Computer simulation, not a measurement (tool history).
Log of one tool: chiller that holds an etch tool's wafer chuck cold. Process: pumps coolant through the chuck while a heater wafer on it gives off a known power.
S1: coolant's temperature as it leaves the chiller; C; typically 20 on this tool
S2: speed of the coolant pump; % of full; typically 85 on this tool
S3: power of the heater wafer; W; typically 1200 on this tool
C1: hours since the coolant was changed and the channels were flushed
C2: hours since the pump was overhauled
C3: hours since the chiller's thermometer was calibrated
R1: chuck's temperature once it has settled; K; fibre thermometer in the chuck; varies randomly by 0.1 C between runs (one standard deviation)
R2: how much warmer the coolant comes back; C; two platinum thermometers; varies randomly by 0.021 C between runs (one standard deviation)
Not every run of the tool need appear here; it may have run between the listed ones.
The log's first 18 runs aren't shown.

| run | day | S1 | S2 | S3 | C1 | C2 | C3 | R1 | R2 |
|---|---|---|---|---|---|---|---|---|---|
| 19 | 50.754 | 17 | 65 | 1412 | 773 | 2028 | 2746 | 299.95 | 4.21 |
| 20 | 53.667 | 17 | 80 | 1299 | 843 | 2098 | 2816 | 297.95 | 3.19 |
| 21 | 57.258 | 28 | 69 | 1755 | 929 | 2185 | 2903 | 313.05 | 4.97 |
| 22 | 59.838 | 17 | 78 | 1019 | 991 | 2246 | 2964 | 296.35 | 2.59 |
| 23 | 63.092 | 17 | 78 | 1019 | 1069 | 2325 | 3043 | 296.45 | 2.62 |
| 24 | 65.242 | 20 | 99 | 1019 | 1121 | 2376 | 3094 | 298.45 | 2.08 |
| 25 | 69.642 | 11 | 69 | 610 | 1226 | 2482 | 3200 | 288.25 | 1.82 |
| 26 | 72.608 | 10 | 69 | 1661 | 1298 | 2553 | 3271 | 294.15 | 4.78 |
| 27 | 76.217 | 10 | 69 | 1661 | 1384 | 2640 | 3358 | 294.25 | 4.76 |
| 28 | 78.525 | 28 | 85 | 1200 | 1440 | 2695 | 3413 | 308.25 | 2.87 |
| 29 | 81.821 | 28 | 87 | 616 | 1519 | 2774 | 3492 | 304.65 | 1.57 |
| 30 | 83.658 | 13 | 92 | 1067 | 1563 | 2818 | 3536 | 291.85 | 2.41 |

Alternative continuations, all from the tool just after run 30; predict every row:
| A | 86.304 | 20 | 86 | 1200 | 1626 | 2882 | 3600 | ? | ? |
| B | 86.304 | 21 | 85 | 620 | 1626 | 2882 | 3600 | ? | ? |
| C | 86.304 | 15 | 92 | 1067 | 1626 | 2882 | 3600 | ? | ? |
| D | 86.304 | 20 | 63 | 1015 | 1626 | 2882 | 3600 | ? | ? |
| E | 86.304 | 16 | 92 | 681 | 1626 | 2882 | 3600 | ? | ? |

| run | R1 | R2 |
|---|---|---|
| A | 300.15 | 2.93 |
| B | 297.85 | 1.6 |
| C | 294.05 | 2.45 |
| D | 300.25 | 3.27 |
| E | 292.85 | 1.62 |
What these runs would have given with no unlogged condition in the tool:
| run | R1 | R2 |
|---|---|---|
| A | 300.15 | 2.75 |
| B | 297.85 | 1.42 |
| C | 294.05 | 2.27 |
| D | 300.15 | 3.08 |
| E | 292.85 | 1.44 |

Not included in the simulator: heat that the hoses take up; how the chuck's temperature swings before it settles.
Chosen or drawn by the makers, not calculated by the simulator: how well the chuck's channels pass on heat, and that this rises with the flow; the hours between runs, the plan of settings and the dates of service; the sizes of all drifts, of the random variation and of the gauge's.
